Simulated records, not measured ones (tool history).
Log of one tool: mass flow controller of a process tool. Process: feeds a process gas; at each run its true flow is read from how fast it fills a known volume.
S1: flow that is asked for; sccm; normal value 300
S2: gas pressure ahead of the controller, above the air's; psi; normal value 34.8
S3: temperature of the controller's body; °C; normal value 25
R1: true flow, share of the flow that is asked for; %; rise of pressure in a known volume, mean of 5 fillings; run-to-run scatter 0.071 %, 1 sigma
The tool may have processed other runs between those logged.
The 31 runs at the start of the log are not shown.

Run 32, hour 8604.9: usual settings but S1 222 sccm. Result: R1 102.15 %.
Run 33, hour 8782.4: usual settings but S1 230 sccm, S2 25.8 psi, S3 21 °C. Result: R1 102.4 %.
Run 34, hour 9119.3: usual settings but S1 230 sccm, S2 22.3 psi, S3 21 °C. Result: R1 102.75 %.
Run 35, hour 9399.3: usual settings but S1 168 sccm, S2 21.8 psi, S3 29 °C. Result: R1 103.74 %.
Run 36, hour 9650.6: usual settings but S1 106 sccm, S2 35.4 psi. Result: R1 104.2 %.
Run 37, hour 9855.1: usual settings but S1 106 sccm, S2 35.4 psi. Result: R1 104.33 %.
Run 38, hour 10032.1: usual settings but S1 106 sccm, S2 35.4 psi. Result: R1 104.8 %.
At hour 10142.6: controller exchanged for a calibrated one.
Run 39, hour 10330.2: usual settings but S1 117 sccm, S2 31 psi, S3 30 °C. Result: R1 100.27 %.
Run 40, hour 10627.2: usual settings but S1 228 sccm, S3 32 °C. Result: R1 100.32 %.
Run 41, hour 10843: usual settings but S1 228 sccm, S3 23 °C. Result: R1 100.03 %.
Run 42, hour 11090.4: usual settings but S1 231 sccm, S2 21.5 psi. Result: R1 100.72 %.
Run 43, hour 11423.8: usual settings but S2 28.9 psi. Result: R1 100.8 %.
Run 44, hour 11599.7: usual settings but S2 28.9 psi. Result: R1 100.89 %.
Run 45, hour 11974.7: usual settings but S1 106 sccm, S3 38 °C. Result: R1 102.98 %.
Run 46, hour 12227.6: usual settings but S1 414 sccm, S2 32.9 psi, S3 33 °C. Result: R1 101.41 %.

Forecast run 47:
Run 47, hour 12438.6: usual settings but S1 217 sccm, S2 21.5 psi, S3 32 °C. Result: R1 ?.

Run 47 produced R1 102.36 %.
Take away the tool's hidden state, keep the run-to-run variation as it was, and the same run would have given R1 100.23 %.
